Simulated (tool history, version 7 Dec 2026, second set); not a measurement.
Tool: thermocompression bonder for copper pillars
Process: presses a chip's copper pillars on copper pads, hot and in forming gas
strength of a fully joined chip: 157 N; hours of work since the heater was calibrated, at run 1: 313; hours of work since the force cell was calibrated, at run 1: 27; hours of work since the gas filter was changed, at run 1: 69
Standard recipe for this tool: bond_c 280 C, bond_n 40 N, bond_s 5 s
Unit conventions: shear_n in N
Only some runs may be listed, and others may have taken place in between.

run    hour  bond_c  bond_n  bond_s  hours of work since the heater was calibrated  hours of work since the force cell was calibrated  hours of work since the gas filter was changed  shear_n
  1       0     280      40       5                                            313                                                 27                                              69       64
  2    16.1     280      40       5                                            326                                                 39                                              81     64.8
  3    50.2     280      40       5                                            353                                                 66                                             108       64
  4    73.4     280      40       5                                            371                                                 85                                             127     64.3
  5      92     280      41       5                                            386                                                100                                             141       65
  6   112.3     280      40       5                                            402                                                116                                             157     64.1
  7   147.2     254      40       5                                            430                                                143                                             185     44.7
  8   172.8     280      40       5                                            450                                                163                                             205     63.8
  9   207.4     280      32       5                                            477                                                191                                             233     57.7
      227.5  -- forming gas filter changed
 10   238.6     280      32       5                                            502                                                215                                               9     59.2
 11   269.8     297      40       5                                            526                                                240                                              33     81.1
 12   306.4     297      40       5                                            555                                                269                                              62     81.1
 13   341.9     263      40       5                                            583                                                297                                              90       53
 14   363.2     280      40       6                                            600                                                314                                             107     71.9
 15   400.4     280      40       6                                            629                                                343                                             137     71.2
 16   421.3     280      40       6                                            646                                                360                                             153     71.5
 17   456.4     280      40       6                                            674                                                387                                             181     71.5
 18   475.9     280      40       5                                            689                                                403                                             196       67
 19   501.9     280      40       5                                            710                                                423                                             217     66.4
 20   530.8     280      40       5                                            733                                                446                                             240     66.7
      542.2  -- forming gas filter changed
 21     549     280      40       5                                            747                                                460                                               5     68.5
 22     577     280      40       5                                            769                                                482                                              27     68.1
 23   607.2     265      29       6                                            793                                                506                                              51     51.6
 24   632.1     265      29       6                                            812                                                526                                              71     51.3
 25   668.6     265      29       6                                            841                                                555                                             100     51.5
      694.4  -- heater calibrated with a thermocouple chip
 26   703.6     285      32       7                                              7                                                581                                             126     67.5
 27   731.4     285      32       7                                             29                                                603                                             148     68.3
 28   750.5     285      32       7                                             44                                                618                                             163     67.8
 29   774.9     285      34       7                                             64                                                637                                             182     69.8
 30   809.8     285      34       7                                             91                                                665                                             210     69.7
 31   829.4     280      40      11                                            107                                                680                                             226     82.7
 32   846.1     284      38       4                                            120                                                694                                             239       59
        859  -- forming gas filter changed
 33   877.4     250      40       4                                            144                                                718                                              15     38.7
 34   893.4     250      40       4                                            157                                                731                                              27     38.7
 35     922     280      57       7                                            180                                                753                                              50     85.5
 36   941.4     280      57       7                                            195                                                769                                              65     85.4
 37     964     254      40       4                                            213                                                786                                              83     40.9
 38   994.9     256      29      13                                            237                                                811                                             107     57.5
 39  1030.6     281      42      13                                            265                                                839                                             136     93.1
 40  1052.6     280      41      14                                            283                                                857                                             153     93.5
 41  1075.8     280      41      14                                            301                                                875                                             172     93.2

Alternative continuations, all from the tool just after run 41; predict every row:
  A  1111.3     278      35       5                                            329                                                903                                             200        ?
  B  1111.3     291      45       9                                            329                                                903                                             200        ?
  C  1111.3     280      41       4                                            329                                                903                                             200        ?

run  shear_n
  A     59.3
  B     94.9
  C     60.7
What these runs would have given with no unlogged condition in the tool:
run  shear_n
  A       57
  B     92.6
  C     58.4

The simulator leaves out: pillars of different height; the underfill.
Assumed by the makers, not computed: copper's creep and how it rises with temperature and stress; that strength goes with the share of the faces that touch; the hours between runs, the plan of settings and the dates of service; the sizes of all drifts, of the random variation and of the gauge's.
